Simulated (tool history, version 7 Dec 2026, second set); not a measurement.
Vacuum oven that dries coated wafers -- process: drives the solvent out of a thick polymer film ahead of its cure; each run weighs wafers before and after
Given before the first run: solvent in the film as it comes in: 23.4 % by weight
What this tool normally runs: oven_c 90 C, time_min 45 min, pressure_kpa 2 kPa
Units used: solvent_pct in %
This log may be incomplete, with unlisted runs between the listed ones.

run,day,oven_c,time_min,pressure_kpa,solvent_pct
1,0,90,45,2,4.04
2,4.821,90,45,2,4.02
3,9.088,90,45,2,4.03
# day 9.933: oven's thermocouples calibrated
4,11.817,90,45,2,4.34
5,14.504,90,45,2,4.31
# day 17.496: vacuum gauge cleaned of residue and calibrated
6,18.292,86,45,2,5.05
7,20.483,98,45,2,2.16
8,24.446,80,45,2,6.94
9,27.521,80,45,2,6.93
10,32.512,90,45,2,3.91
11,36.283,90,45,2,3.87
12,40.1,90,45,2,3.87
13,42.55,90,45,2,3.85
14,45.054,90,45,2,3.84
15,50.479,90,45,2,3.81
# day 52.871: oven's thermocouples calibrated
16,54.317,90,45,2.33,4.15
17,57.775,80,45,2,7.07
18,60.254,90,24,3.91,8.58
19,65.138,81,57,6.91,7.86
20,68.017,88,38,6.91,7.43
21,72.004,88,38,6.91,7.4
22,75.079,104,76,5.52,1.64
23,78.383,90,28,5.15,7.87
24,81.438,104,68,3.67,1.21
25,84.558,90,33,1.42,5.51
26,87.592,104,30,5.6,3.54
27,90.671,86,44,2,5.14
28,94.142,89,41,5.12,5.88
# day 95.896: oven's thermocouples calibrated
29,97.362,97,35,2.09,3.63
30,99.762,97,54,1.07,1.54
31,103.204,97,54,1.07,1.54
32,108.583,97,51,1.07,1.7
33,113.058,97,51,1.07,1.7

How would selected steps in solvent_pct from run to run divide? Give the signed amount a tool lacking its hidden state would still show from settings, what came in and random variation, and the signed amount left for the hidden state, including any gauge scatter that is not in both of the compared results.
Unlogged tool condition in this case: true wafer temperature over the reading, C; true pressure over the reading, kPa; drift of the gauge itself on solvent_pct, %.
Run 3 -> 4: oven's thermocouples calibrated. solvent_pct +0.31 %: hidden state +0.32, all else -0.01.
Run 5 -> 6: oven_c 90 -> 86, vacuum gauge cleaned of residue and calibrated. solvent_pct +0.74 %: hidden state -0.38, all else +1.12.
Run 15 -> 16: pressure_kpa 2 -> 2.33, oven's thermocouples calibrated. solvent_pct +0.34 %: hidden state +0.21, all else +0.13.
Run 21 -> 22: oven_c 88 -> 104, time_min 38 -> 76, pressure_kpa 6.91 -> 5.52. solvent_pct -5.76 %: hidden state +0, all else -5.76.
Run 22 -> 23: oven_c 104 -> 90, time_min 76 -> 28, pressure_kpa 5.52 -> 5.15. solvent_pct +6.23 %: hidden state -0.05, all else +6.28.
Run 23 -> 24: oven_c 90 -> 104, time_min 28 -> 68, pressure_kpa 5.15 -> 3.67. solvent_pct -6.66 %: hidden state +0.05, all else -6.71.
